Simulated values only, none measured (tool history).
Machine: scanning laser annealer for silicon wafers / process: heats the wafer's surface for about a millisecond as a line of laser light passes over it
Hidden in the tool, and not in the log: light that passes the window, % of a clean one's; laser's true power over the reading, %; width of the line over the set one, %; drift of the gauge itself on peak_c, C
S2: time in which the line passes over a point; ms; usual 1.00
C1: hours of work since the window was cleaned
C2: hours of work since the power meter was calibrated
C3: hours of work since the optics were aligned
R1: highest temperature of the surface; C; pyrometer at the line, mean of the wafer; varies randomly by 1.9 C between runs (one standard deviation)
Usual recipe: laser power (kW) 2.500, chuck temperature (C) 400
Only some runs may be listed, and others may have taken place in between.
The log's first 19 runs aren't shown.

{"run": 20, "hour": 1399.8, "laser power (kW)": 2.5, "S2": 1.0, "chuck temperature (C)": 421, "C1": 282, "C2": 2602, "C3": 132, "R1": 1070}
{"hour": 1440.5, "done": "window over the wafer cleaned"}
{"run": 21, "hour": 1477.1, "laser power (kW)": 2.5, "S2": 1.0, "chuck temperature (C)": 421, "C1": 19, "C2": 2642, "C3": 172, "R1": 1112}
{"run": 22, "hour": 1523.0, "laser power (kW)": 2.5, "S2": 1.0, "chuck temperature (C)": 421, "C1": 44, "C2": 2666, "C3": 197, "R1": 1107}
{"run": 23, "hour": 1595.1, "laser power (kW)": 2.5, "S2": 1.0, "chuck temperature (C)": 421, "C1": 82, "C2": 2704, "C3": 235, "R1": 1099}
{"run": 24, "hour": 1638.6, "laser power (kW)": 2.541, "S2": 0.89, "chuck temperature (C)": 421, "C1": 105, "C2": 2728, "C3": 258, "R1": 1074}
{"run": 25, "hour": 1714.9, "laser power (kW)": 2.727, "S2": 0.83, "chuck temperature (C)": 434, "C1": 146, "C2": 2768, "C3": 298, "R1": 1120}
{"run": 26, "hour": 1800.1, "laser power (kW)": 2.285, "S2": 1.17, "chuck temperature (C)": 400, "C1": 191, "C2": 2813, "C3": 344, "R1": 1031}
{"run": 27, "hour": 1884.5, "laser power (kW)": 2.5, "S2": 1.0, "chuck temperature (C)": 370, "C1": 236, "C2": 2858, "C3": 389, "R1": 1023}
{"run": 28, "hour": 1976.5, "laser power (kW)": 2.378, "S2": 1.0, "chuck temperature (C)": 395, "C1": 285, "C2": 2907, "C3": 437, "R1": 1004}
{"hour": 2016.1, "done": "window over the wafer cleaned"}
{"run": 29, "hour": 2069.6, "laser power (kW)": 2.698, "S2": 0.81, "chuck temperature (C)": 400, "C1": 28, "C2": 2955, "C3": 486, "R1": 1082}
{"run": 30, "hour": 2123.5, "laser power (kW)": 2.421, "S2": 1.16, "chuck temperature (C)": 400, "C1": 57, "C2": 2984, "C3": 514, "R1": 1099}
{"run": 31, "hour": 2216.0, "laser power (kW)": 2.421, "S2": 1.16, "chuck temperature (C)": 400, "C1": 106, "C2": 3033, "C3": 564, "R1": 1090}
{"run": 32, "hour": 2255.4, "laser power (kW)": 2.492, "S2": 0.84, "chuck temperature (C)": 415, "C1": 127, "C2": 3054, "C3": 584, "R1": 1026}
{"run": 33, "hour": 2342.6, "laser power (kW)": 2.492, "S2": 0.84, "chuck temperature (C)": 415, "C1": 173, "C2": 3100, "C3": 631, "R1": 1023}
{"run": 34, "hour": 2394.2, "laser power (kW)": 2.492, "S2": 0.84, "chuck temperature (C)": 415, "C1": 201, "C2": 3128, "C3": 658, "R1": 1020}
{"run": 35, "hour": 2470.2, "laser power (kW)": 2.492, "S2": 0.84, "chuck temperature (C)": 415, "C1": 241, "C2": 3168, "C3": 699, "R1": 1010}
{"run": 36, "hour": 2532.4, "laser power (kW)": 2.492, "S2": 0.84, "chuck temperature (C)": 415, "C1": 274, "C2": 3201, "C3": 732, "R1": 1004}
{"hour": 2589.8, "done": "window over the wafer cleaned"}
{"run": 37, "hour": 2628.6, "laser power (kW)": 2.512, "S2": 0.73, "chuck temperature (C)": 393, "C1": 21, "C2": 3251, "C3": 782, "R1": 986}
{"run": 38, "hour": 2719.7, "laser power (kW)": 2.532, "S2": 0.72, "chuck temperature (C)": 418, "C1": 69, "C2": 3300, "C3": 830, "R1": 1002}
{"run": 39, "hour": 2771.7, "laser power (kW)": 2.532, "S2": 0.72, "chuck temperature (C)": 418, "C1": 97, "C2": 3327, "C3": 858, "R1": 999}
{"run": 40, "hour": 2863.8, "laser power (kW)": 2.52, "S2": 0.92, "chuck temperature (C)": 372, "C1": 146, "C2": 3376, "C3": 907, "R1": 1016}

3 ways to go on from here, each from the tool as it stands after run 40. What would each give?
{"run": "A", "hour": 2905.3, "laser power (kW)": 2.63, "S2": 1.0, "chuck temperature (C)": 400, "C1": 168, "C2": 3398, "C3": 929, "R1": "?"}
{"run": "B", "hour": 2905.3, "laser power (kW)": 2.52, "S2": 0.87, "chuck temperature (C)": 372, "C1": 168, "C2": 3398, "C3": 929, "R1": "?"}
{"run": "C", "hour": 2905.3, "laser power (kW)": 2.228, "S2": 0.98, "chuck temperature (C)": 382, "C1": 168, "C2": 3398, "C3": 929, "R1": "?"}

run=A R1=1106
run=B R1=995
run=C R1=941
What these runs would have given with no unlogged condition in the tool:
run=A R1=1161
run=B R1=1043
run=C R1=984
